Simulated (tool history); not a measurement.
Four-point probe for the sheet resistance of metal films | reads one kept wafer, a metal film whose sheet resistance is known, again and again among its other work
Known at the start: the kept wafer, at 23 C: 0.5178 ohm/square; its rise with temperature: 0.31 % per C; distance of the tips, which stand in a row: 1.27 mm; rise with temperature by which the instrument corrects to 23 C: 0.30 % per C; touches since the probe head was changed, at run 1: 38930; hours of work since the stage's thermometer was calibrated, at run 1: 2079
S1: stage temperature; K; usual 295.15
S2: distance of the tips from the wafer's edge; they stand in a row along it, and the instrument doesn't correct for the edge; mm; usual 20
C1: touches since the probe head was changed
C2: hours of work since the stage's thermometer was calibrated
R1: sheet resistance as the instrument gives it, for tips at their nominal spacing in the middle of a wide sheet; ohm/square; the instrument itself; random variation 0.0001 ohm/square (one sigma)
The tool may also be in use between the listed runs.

| run | day | S1 | S2 | C1 | C2 | R1 |
|---|---|---|---|---|---|---|
| 1 | 0 | 295.15 | 20 | 38930 | 2079 | 0.521116 |
| 2 | 0.996 | 295.15 | 20 | 39575 | 2093 | 0.521081 |
| 3 | 2.796 | 295.15 | 20 | 40739 | 2119 | 0.52122 |
| 4 | 4.221 | 295.15 | 20 | 41662 | 2139 | 0.521374 |
|  | 4.812 | stage's thermometer calibrated |
| 5 | 5.212 | 295.15 | 20 | 42290 | 6 | 0.521738 |
| 6 | 6.329 | 295.15 | 10 | 43013 | 21 | 0.524942 |
| 7 | 7.258 | 298.15 | 20 | 43615 | 35 | 0.521969 |
| 8 | 8.121 | 298.15 | 20 | 44172 | 47 | 0.52194 |
|  | 9.654 | stage's thermometer calibrated, once more |
| 9 | 10.092 | 295.15 | 20 | 45435 | 6 | 0.520414 |
| 10 | 10.971 | 295.15 | 20 | 46003 | 19 | 0.520658 |
| 11 | 12.788 | 295.15 | 20 | 47179 | 44 | 0.520581 |
| 12 | 13.975 | 295.15 | 20 | 47949 | 61 | 0.520632 |
| 13 | 15.721 | 295.15 | 20 | 49079 | 86 | 0.520661 |
| 14 | 16.762 | 295.15 | 20 | 49752 | 101 | 0.52085 |
| 15 | 18.025 | 295.15 | 20 | 50570 | 119 | 0.520807 |
| 16 | 19.458 | 295.15 | 20 | 51497 | 139 | 0.520897 |
| 17 | 20.912 | 295.15 | 20 | 52438 | 159 | 0.520628 |
| 18 | 22.796 | 295.15 | 20 | 53659 | 186 | 0.520883 |
| 19 | 24.375 | 295.15 | 23 | 54681 | 209 | 0.520646 |
| 20 | 25.688 | 295.15 | 20 | 55529 | 227 | 0.521163 |
| 21 | 27.362 | 295.15 | 20 | 56613 | 251 | 0.520922 |
| 22 | 28.458 | 295.15 | 20 | 57322 | 266 | 0.521105 |
| 23 | 30.538 | 301.15 | 20 | 58668 | 296 | 0.521524 |
| 24 | 32.246 | 301.15 | 20 | 59774 | 320 | 0.521532 |
| 25 | 33.575 | 301.15 | 49 | 60634 | 339 | 0.520602 |
| 26 | 35.504 | 293.15 | 23 | 61883 | 366 | 0.521119 |
| 27 | 37.292 | 298.15 | 11 | 63041 | 391 | 0.524278 |
| 28 | 39.242 | 296.15 | 3 | 64303 | 419 | 0.565904 |
| 29 | 41 | 305.15 | 5 | 65442 | 444 | 0.538498 |
| 30 | 42.538 | 305.15 | 40 | 66437 | 466 | 0.521356 |
| 31 | 43.821 | 305.15 | 49 | 67266 | 484 | 0.521279 |
| 32 | 45.071 | 297.15 | 8 | 68076 | 502 | 0.527486 |
| 33 | 47.021 | 302.15 | 57 | 69338 | 529 | 0.521227 |
| 34 | 48.871 | 302.15 | 28 | 70536 | 556 | 0.521665 |
| 35 | 50.012 | 302.15 | 28 | 71275 | 572 | 0.521519 |
| 36 | 51.675 | 295.15 | 20 | 72352 | 595 | 0.521667 |
| 37 | 53.054 | 296.15 | 24 | 73244 | 615 | 0.521629 |
| 38 | 54.554 | 298.15 | 20 | 74214 | 636 | 0.52211 |
| 39 | 55.975 | 301.15 | 13 | 75134 | 656 | 0.523723 |
| 40 | 57.488 | 295.15 | 8 | 76114 | 678 | 0.52775 |
| 41 | 58.954 | 293.15 | 11 | 77062 | 698 | 0.5244 |
| 42 | 60.675 | 308.15 | 9 | 78177 | 723 | 0.527063 |
| 43 | 62.254 | 308.15 | 9 | 79198 | 745 | 0.527235 |
| 44 | 63.529 | 308.15 | 9 | 80023 | 763 | 0.527135 |
| 45 | 65.458 | 308.15 | 9 | 81272 | 790 | 0.527338 |
| 46 | 66.371 | 308.15 | 13 | 81862 | 803 | 0.524445 |

Forecast each of these 3 alternatives for the next run:
| A | 67.908 | 302.15 | 20 | 82859 | 825 | ? |
| B | 67.908 | 303.15 | 6 | 82859 | 825 | ? |
| C | 67.908 | 299.15 | 47 | 82859 | 825 | ? |

| run | R1 |
|---|---|
| A | 0.522881 |
| B | 0.533653 |
| C | 0.521472 |
Without the tool's hidden state the same runs would have given:
| run | R1 |
|---|---|
| A | 0.519505 |
| B | 0.530214 |
| C | 0.518101 |
